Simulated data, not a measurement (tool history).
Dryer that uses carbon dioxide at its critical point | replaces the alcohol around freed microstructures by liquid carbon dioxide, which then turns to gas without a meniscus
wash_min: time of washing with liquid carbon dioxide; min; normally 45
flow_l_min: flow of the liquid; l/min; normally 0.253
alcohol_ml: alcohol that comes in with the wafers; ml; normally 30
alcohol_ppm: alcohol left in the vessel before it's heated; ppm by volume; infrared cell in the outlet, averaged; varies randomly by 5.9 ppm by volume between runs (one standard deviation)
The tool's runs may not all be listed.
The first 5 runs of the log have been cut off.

{"run": 6, "hour": 45.4, "wash_min": 45, "flow_l_min": 0.253, "alcohol_ml": 30, "alcohol_ppm": 287}
{"run": 7, "hour": 55.2, "wash_min": 45, "flow_l_min": 0.253, "alcohol_ml": 30, "alcohol_ppm": 301}
{"run": 8, "hour": 60.3, "wash_min": 45, "flow_l_min": 0.253, "alcohol_ml": 30, "alcohol_ppm": 303}
{"run": 9, "hour": 70.7, "wash_min": 45, "flow_l_min": 0.253, "alcohol_ml": 30, "alcohol_ppm": 302}
{"run": 10, "hour": 76.2, "wash_min": 45, "flow_l_min": 0.253, "alcohol_ml": 30, "alcohol_ppm": 306}
{"run": 11, "hour": 86.1, "wash_min": 45, "flow_l_min": 0.253, "alcohol_ml": 30, "alcohol_ppm": 313}
{"run": 12, "hour": 95.8, "wash_min": 45, "flow_l_min": 0.253, "alcohol_ml": 30, "alcohol_ppm": 309}
{"run": 13, "hour": 105.4, "wash_min": 45, "flow_l_min": 0.165, "alcohol_ml": 30, "alcohol_ppm": 1182}
{"run": 14, "hour": 116.3, "wash_min": 45, "flow_l_min": 0.165, "alcohol_ml": 30, "alcohol_ppm": 1228}
{"run": 15, "hour": 126.1, "wash_min": 45, "flow_l_min": 0.165, "alcohol_ml": 30, "alcohol_ppm": 1187}
{"run": 16, "hour": 131.8, "wash_min": 45, "flow_l_min": 0.165, "alcohol_ml": 21, "alcohol_ppm": 841}
{"run": 17, "hour": 142.6, "wash_min": 45, "flow_l_min": 0.165, "alcohol_ml": 21, "alcohol_ppm": 854}
{"run": 18, "hour": 148.3, "wash_min": 45, "flow_l_min": 0.165, "alcohol_ml": 21, "alcohol_ppm": 867}
{"run": 19, "hour": 157.9, "wash_min": 45, "flow_l_min": 0.165, "alcohol_ml": 21, "alcohol_ppm": 894}
{"run": 20, "hour": 163.0, "wash_min": 45, "flow_l_min": 0.165, "alcohol_ml": 21, "alcohol_ppm": 897}
{"run": 21, "hour": 167.9, "wash_min": 45, "flow_l_min": 0.415, "alcohol_ml": 21, "alcohol_ppm": 49}
{"run": 22, "hour": 174.0, "wash_min": 45, "flow_l_min": 0.255, "alcohol_ml": 85, "alcohol_ppm": 950}

What does the tool deliver on the next run?
{"run": 23, "hour": 183.6, "wash_min": 45, "flow_l_min": 0.229, "alcohol_ml": 107, "alcohol_ppm": "?"}

{"run 23": {"alcohol_ppm": 1761}}
Without the tool's hidden state the same run would have given alcohol_ppm 1125 ppm by volume.
